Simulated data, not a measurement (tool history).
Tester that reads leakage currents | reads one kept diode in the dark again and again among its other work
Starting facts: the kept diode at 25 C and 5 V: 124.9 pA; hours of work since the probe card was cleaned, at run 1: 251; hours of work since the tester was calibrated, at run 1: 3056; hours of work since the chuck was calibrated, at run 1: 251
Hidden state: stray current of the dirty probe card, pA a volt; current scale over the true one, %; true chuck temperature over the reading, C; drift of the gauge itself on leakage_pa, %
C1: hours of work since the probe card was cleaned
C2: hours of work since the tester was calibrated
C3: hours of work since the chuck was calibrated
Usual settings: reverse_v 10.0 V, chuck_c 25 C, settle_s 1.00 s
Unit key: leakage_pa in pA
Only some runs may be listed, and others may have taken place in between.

Run 1, hour 0.0: usual settings; C1 251; C2 3056; C3 251. Result: leakage_pa 190.39 pA.
Run 2, hour 159.9: usual settings; C1 321; C2 3125; C3 321. Result: leakage_pa 193.44 pA.
Run 3, hour 305.2: usual settings; C1 384; C2 3188; C3 384. Result: leakage_pa 194.74 pA.
Run 4, hour 413.7: usual settings; C1 431; C2 3235; C3 431. Result: leakage_pa 197.73 pA.
Run 5, hour 619.4: usual settings; C1 520; C2 3325; C3 520. Result: leakage_pa 201.56 pA.
Run 6, hour 800.5: usual settings; C1 598; C2 3403; C3 598. Result: leakage_pa 204.23 pA.
At hour 816.6: probe card cleaned and baked.
Run 7, hour 979.4: usual settings; C1 71; C2 3479; C3 675. Result: leakage_pa 212.12 pA.
Run 8, hour 1148.7: usual settings but reverse_v 14.3 V, chuck_c 23 C, settle_s 2.86 s; C1 144; C2 3553; C3 748. Result: leakage_pa 226.58 pA.

For run 9, what comes out?
Run 9, hour 1279.2: usual settings but reverse_v 1.6 V; C1 200; C2 3609; C3 804. Result: leakage_pa ?.

Logged for run 9: leakage_pa 78.69 pA.
Take away the tool's hidden state, keep the run-to-run variation as it was, and the same run would have given leakage_pa 69.90 pA.
